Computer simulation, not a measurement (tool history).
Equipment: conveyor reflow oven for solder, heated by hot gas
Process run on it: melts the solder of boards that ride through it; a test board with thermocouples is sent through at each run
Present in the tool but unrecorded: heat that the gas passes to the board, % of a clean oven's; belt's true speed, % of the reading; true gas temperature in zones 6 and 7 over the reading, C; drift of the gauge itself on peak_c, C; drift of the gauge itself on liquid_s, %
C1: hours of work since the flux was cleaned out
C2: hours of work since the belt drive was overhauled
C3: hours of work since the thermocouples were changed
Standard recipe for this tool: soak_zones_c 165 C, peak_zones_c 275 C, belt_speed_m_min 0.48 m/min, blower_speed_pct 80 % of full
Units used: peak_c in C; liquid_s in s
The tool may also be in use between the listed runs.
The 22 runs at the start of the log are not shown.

run 23 hour=213.9 | soak_zones_c=168 peak_zones_c=273 belt_speed_m_min=0.392 blower_speed_pct=53 | C1=18 C2=495 C3=261 | peak_c=260.01 liquid_s=74.23
run 24 hour=223 | soak_zones_c=155 peak_zones_c=284 belt_speed_m_min=0.401 blower_speed_pct=52 | C1=25 C2=502 C3=267 | peak_c=267.15 liquid_s=72.43
run 25 hour=236 | soak_zones_c=165 peak_zones_c=278 belt_speed_m_min=0.429 blower_speed_pct=80 | C1=33 C2=510 C3=276 | peak_c=268.84 liquid_s=72.37
run 26 hour=245.8 | soak_zones_c=165 peak_zones_c=278 belt_speed_m_min=0.429 blower_speed_pct=80 | C1=40 C2=517 C3=282 | peak_c=268.66 liquid_s=72.31
run 27 hour=252.1 | soak_zones_c=165 peak_zones_c=278 belt_speed_m_min=0.429 blower_speed_pct=80 | C1=44 C2=521 C3=286 | peak_c=268.72 liquid_s=72.53
run 28 hour=260 | soak_zones_c=165 peak_zones_c=278 belt_speed_m_min=0.429 blower_speed_pct=80 | C1=49 C2=526 C3=292 | peak_c=268.64 liquid_s=72.39
run 29 hour=269.4 | soak_zones_c=165 peak_zones_c=278 belt_speed_m_min=0.429 blower_speed_pct=80 | C1=56 C2=533 C3=298 | peak_c=268.71 liquid_s=72.47
run 30 hour=277.3 | soak_zones_c=165 peak_zones_c=278 belt_speed_m_min=0.429 blower_speed_pct=80 | C1=61 C2=538 C3=303 | peak_c=268.67 liquid_s=72.63

Predict each of these 5 candidate next runs independently; none follows another, all start after run 30:
run A hour=286.1 | soak_zones_c=165 peak_zones_c=276 belt_speed_m_min=0.541 blower_speed_pct=58 | C1=67 C2=544 C3=309 | peak_c=? liquid_s=?
run B hour=286.1 | soak_zones_c=165 peak_zones_c=275 belt_speed_m_min=0.454 blower_speed_pct=80 | C1=67 C2=544 C3=309 | peak_c=? liquid_s=?
run C hour=286.1 | soak_zones_c=165 peak_zones_c=275 belt_speed_m_min=0.48 blower_speed_pct=76 | C1=67 C2=544 C3=309 | peak_c=? liquid_s=?
run D hour=286.1 | soak_zones_c=169 peak_zones_c=278 belt_speed_m_min=0.472 blower_speed_pct=80 | C1=67 C2=544 C3=309 | peak_c=? liquid_s=?
run E hour=286.1 | soak_zones_c=163 peak_zones_c=269 belt_speed_m_min=0.429 blower_speed_pct=80 | C1=67 C2=544 C3=309 | peak_c=? liquid_s=?

run=A peak_c=252.65 liquid_s=46.79
run=B peak_c=264.39 liquid_s=66.18
run=C peak_c=261.87 liquid_s=60.93
run=D peak_c=266.6 liquid_s=65.6
run=E peak_c=260.04 liquid_s=67.56
Without the tool's unlogged condition, the same runs would have read:
run=A peak_c=252.39 liquid_s=46.04
run=B peak_c=264.27 liquid_s=65.34
run=C peak_c=261.73 liquid_s=60.13
run=D peak_c=266.47 liquid_s=64.77
run=E peak_c=259.92 liquid_s=66.69
